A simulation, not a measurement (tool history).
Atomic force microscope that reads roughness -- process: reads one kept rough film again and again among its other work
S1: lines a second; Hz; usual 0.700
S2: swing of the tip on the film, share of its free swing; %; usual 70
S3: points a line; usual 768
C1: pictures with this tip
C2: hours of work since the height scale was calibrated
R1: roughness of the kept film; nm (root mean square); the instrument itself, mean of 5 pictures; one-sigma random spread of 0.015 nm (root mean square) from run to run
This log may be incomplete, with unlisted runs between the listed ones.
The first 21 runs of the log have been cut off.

run,hour,S1,S2,S3,C1,C2,R1
22,274.8,1.020,70,305,27,24,3.321
23,288.7,2.248,81,768,48,35,2.855
24,304.2,2.367,56,768,71,48,3.195
25,312.2,2.735,80,717,83,54,2.620
26,326.8,0.700,59,356,105,66,3.162
27,339.1,0.700,84,516,124,75,2.899
28,352.5,0.700,84,516,144,86,2.833
29,364.6,0.700,87,260,162,96,2.726
30,381.2,0.700,87,260,187,109,2.660
31,397.2,2.273,55,641,211,121,2.737
32,404.7,0.700,66,437,223,127,2.747
33,418.0,1.315,86,437,243,138,2.343
34,429.3,1.318,86,437,260,147,2.303
35,440.7,2.656,58,768,277,156,2.506
36,450.6,2.656,58,768,292,164,2.470
37,459.7,0.700,83,768,305,171,2.421

3 options for the next run, each taken on its own from the tool as it stands now. Forecast them:
A,474.9,0.700,74,768,328,183,?
B,474.9,1.125,83,768,328,183,?
C,474.9,0.513,60,768,328,183,?

run,R1
A,2.419
B,2.268
C,2.496
What these runs would have given with no unlogged condition in the tool:
run,R1
A,3.477
B,3.258
C,3.587

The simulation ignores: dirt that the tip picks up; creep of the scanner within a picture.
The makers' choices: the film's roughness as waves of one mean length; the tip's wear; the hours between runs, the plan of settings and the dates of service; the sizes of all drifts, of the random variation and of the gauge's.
